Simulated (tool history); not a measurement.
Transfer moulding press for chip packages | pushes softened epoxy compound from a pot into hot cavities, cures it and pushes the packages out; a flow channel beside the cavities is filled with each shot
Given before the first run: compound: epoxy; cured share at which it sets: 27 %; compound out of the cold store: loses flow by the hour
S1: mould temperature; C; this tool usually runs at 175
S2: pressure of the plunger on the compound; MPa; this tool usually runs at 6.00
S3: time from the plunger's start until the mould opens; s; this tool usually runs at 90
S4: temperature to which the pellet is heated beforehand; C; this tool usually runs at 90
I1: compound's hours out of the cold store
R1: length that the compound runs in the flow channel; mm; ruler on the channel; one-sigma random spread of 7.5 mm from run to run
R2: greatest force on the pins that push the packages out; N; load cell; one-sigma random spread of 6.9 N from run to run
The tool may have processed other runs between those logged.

Run 1, hour 0.0: usual settings; I1 22.2. Result: R1 873 mm, R2 438 N.
Run 2, hour 9.3: usual settings; I1 19.6. Result: R1 877 mm, R2 455 N.
Run 3, hour 16.6: usual settings; I1 43.4. Result: R1 789 mm, R2 443 N.
Run 4, hour 25.7: usual settings; I1 13.5. Result: R1 895 mm, R2 450 N.
Run 5, hour 33.0: usual settings; I1 24.8. Result: R1 853 mm, R2 430 N.
Run 6, hour 37.4: usual settings; I1 22.8. Result: R1 857 mm, R2 472 N.
Run 7, hour 47.0: usual settings; I1 28.9. Result: R1 857 mm, R2 462 N.
Run 8, hour 54.4: usual settings; I1 31.7. Result: R1 834 mm, R2 430 N.
At hour 56.7: cavities cleaned with cleaning compound and waxed.
Run 9, hour 62.2: usual settings but S3 110 s; I1 45.3. Result: R1 774 mm, R2 417 N.
Run 10, hour 70.9: usual settings but S4 95 C; I1 27.7. Result: R1 833 mm, R2 511 N.
At hour 75.7: cavities cleaned with cleaning compound and waxed, once more.
Run 11, hour 81.6: usual settings but S2 4.87 MPa; I1 17.6. Result: R1 792 mm, R2 338 N.
Run 12, hour 87.6: usual settings; I1 39.5. Result: R1 795 mm, R2 349 N.
Run 13, hour 96.3: usual settings; I1 45.4. Result: R1 773 mm, R2 354 N.
Run 14, hour 104.1: usual settings but S4 82 C; I1 9.7. Result: R1 907 mm, R2 412 N.
Run 15, hour 112.0: usual settings but S2 5.87 MPa, S4 82 C; I1 25.6. Result: R1 849 mm, R2 418 N.
Run 16, hour 116.8: usual settings but S2 5.87 MPa, S4 82 C; I1 27.5. Result: R1 819 mm, R2 407 N.
Run 17, hour 122.2: usual settings but S1 180 C, S2 5.87 MPa, S3 82 s, S4 99 C; I1 28.1. Result: R1 808 mm, R2 375 N.
Run 18, hour 126.8: usual settings but S1 171 C, S2 6.59 MPa, S4 86 C; I1 26.1. Result: R1 898 mm, R2 561 N.
Run 19, hour 134.1: usual settings but S1 174 C, S2 6.70 MPa, S4 91 C; I1 47.5. Result: R1 812 mm, R2 448 N.
Run 20, hour 139.6: usual settings but S2 6.93 MPa, S3 87 s; I1 41.8. Result: R1 852 mm, R2 462 N.
Run 21, hour 143.9: usual settings but S2 6.93 MPa, S3 87 s; I1 44.2. Result: R1 833 mm, R2 460 N.
Run 22, hour 149.2: usual settings but S2 6.93 MPa, S3 87 s; I1 8.3. Result: R1 956 mm, R2 486 N.
Run 23, hour 154.0: usual settings but S2 6.93 MPa, S3 87 s; I1 14.2. Result: R1 934 mm, R2 486 N.

Run 24 has not been measured yet. What should we expect?
Run 24, hour 159.3: usual settings but S1 173 C, S2 5.89 MPa, S3 79 s, S4 89 C; I1 41.0. Result: R1 ?, R2 ?.

{"run 24": {"R1": 788, "R2": 655}}
Had the tool carried no hidden state, the very same run would have given R1 854 mm, R2 424 N.
